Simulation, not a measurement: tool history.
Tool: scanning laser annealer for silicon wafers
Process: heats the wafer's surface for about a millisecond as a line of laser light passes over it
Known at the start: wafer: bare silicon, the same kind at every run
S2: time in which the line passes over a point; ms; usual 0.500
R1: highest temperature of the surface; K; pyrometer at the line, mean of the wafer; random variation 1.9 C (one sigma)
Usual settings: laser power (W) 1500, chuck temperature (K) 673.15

run 1 day=0.000 | laser_power_(W)=1500 S2=0.500 chuck_temperature_(K)=673.15 | R1=1409.15
run 2 day=1.046 | laser_power_(W)=1500 S2=0.500 chuck_temperature_(K)=673.15 | R1=1411.15
run 3 day=1.779 | laser_power_(W)=1500 S2=0.500 chuck_temperature_(K)=689.15 | R1=1427.15
run 4 day=2.600 | laser_power_(W)=1500 S2=0.500 chuck_temperature_(K)=673.15 | R1=1406.15
run 5 day=3.354 | laser_power_(W)=1500 S2=0.500 chuck_temperature_(K)=673.15 | R1=1410.15
run 6 day=3.833 | laser_power_(W)=1500 S2=0.500 chuck_temperature_(K)=673.15 | R1=1408.15
run 7 day=4.412 | laser_power_(W)=1597 S2=0.500 chuck_temperature_(K)=673.15 | R1=1453.15
run 8 day=5.496 | laser_power_(W)=1447 S2=0.500 chuck_temperature_(K)=673.15 | R1=1384.15
run 9 day=6.346 | laser_power_(W)=1447 S2=0.500 chuck_temperature_(K)=677.15 | R1=1388.15
run 10 day=7.038 | laser_power_(W)=1447 S2=0.500 chuck_temperature_(K)=677.15 | R1=1389.15
run 11 day=7.879 | laser_power_(W)=1447 S2=0.500 chuck_temperature_(K)=677.15 | R1=1390.15
run 12 day=8.908 | laser_power_(W)=1447 S2=0.500 chuck_temperature_(K)=677.15 | R1=1385.15
run 13 day=9.658 | laser_power_(W)=1628 S2=0.529 chuck_temperature_(K)=645.15 | R1=1461.15

Forecast run 14:
run 14 day=10.496 | laser_power_(W)=1500 S2=0.437 chuck_temperature_(K)=686.15 | R1=?

R1: 1371.15 K
Without the tool's hidden state the same run would have given R1 1372.15 K.
